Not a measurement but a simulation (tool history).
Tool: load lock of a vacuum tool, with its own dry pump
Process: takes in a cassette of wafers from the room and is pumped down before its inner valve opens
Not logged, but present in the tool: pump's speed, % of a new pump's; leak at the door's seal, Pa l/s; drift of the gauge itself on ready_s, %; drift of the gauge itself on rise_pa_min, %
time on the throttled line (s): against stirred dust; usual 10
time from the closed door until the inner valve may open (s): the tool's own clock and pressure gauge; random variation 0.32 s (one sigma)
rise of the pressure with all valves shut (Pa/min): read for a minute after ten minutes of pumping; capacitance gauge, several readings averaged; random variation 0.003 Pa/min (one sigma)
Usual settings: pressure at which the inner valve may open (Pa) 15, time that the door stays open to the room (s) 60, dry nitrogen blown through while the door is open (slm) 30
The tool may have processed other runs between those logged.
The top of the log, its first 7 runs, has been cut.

run,day,time on the throttled line (s),pressure at which the inner valve may open (Pa),time that the door stays open to the room (s),dry nitrogen blown through while the door is open (slm),hours that the pump has run since its overhaul,times that the door has closed on its seal,"incoming humidity of the room's air, %",time from the closed door until the inner valve may open (s),rise of the pressure with all valves shut (Pa/min)
8,35.767,10,15,60,30,12796,6767,45.7,21.8,0.062
9,39.050,10,15,60,30,12874,6905,43.4,21.7,0.062
10,42.875,10,15,60,10,12966,7065,44.8,21.3,0.087
11,45.479,10,15,60,10,13029,7174,44.7,21.1,0.097
12,49.896,10,15,60,10,13135,7360,44.5,21.0,0.089
13,53.446,10,15,60,10,13220,7509,43.3,21.4,0.095
14,59.638,11,15,60,30,13369,7769,46.3,22.0,0.067
15,64.188,11,15,60,30,13478,7960,43.1,21.8,0.067
16,70.275,10,15,60,30,13624,8215,45.7,21.5,0.071
17,73.646,10,15,60,6,13705,8357,45.6,21.1,0.113
18,79.583,10,15,60,6,13847,8606,44.4,21.7,0.112
19,85.338,10,15,60,6,13985,8848,41.3,21.4,0.106
20,88.858,10,15,60,6,14070,8996,44.4,21.5,0.111
21,91.654,10,15,60,6,14137,9113,44.8,21.4,0.117
22,97.492,10,19,60,30,14277,9358,42.3,21.0,0.069
23,103.300,10,16,60,9,14416,9602,42.1,21.7,0.104
24,109.512,15,22,44,14,14565,9863,47.9,24.3,0.088
25,115.046,5,15,60,30,14698,10095,44.5,18.6,0.076
26,118.046,7,16,60,30,14770,10221,42.1,19.9,0.077
27,121.671,9,14,60,30,14857,10373,44.2,21.0,0.077

Run 28 comes next. What will it give?
28,126.254,10,15,210,8,14967,10565,45.1,?,?

{"run 28": {"time from the closed door until the inner valve may open (s)": 22.0, "rise of the pressure with all valves shut (Pa/min)": 0.22}}
Without the tool's hidden state the same run would have given time from the closed door until the inner valve may open (s) 19.7, rise of the pressure with all valves shut (Pa/min) 0.180.
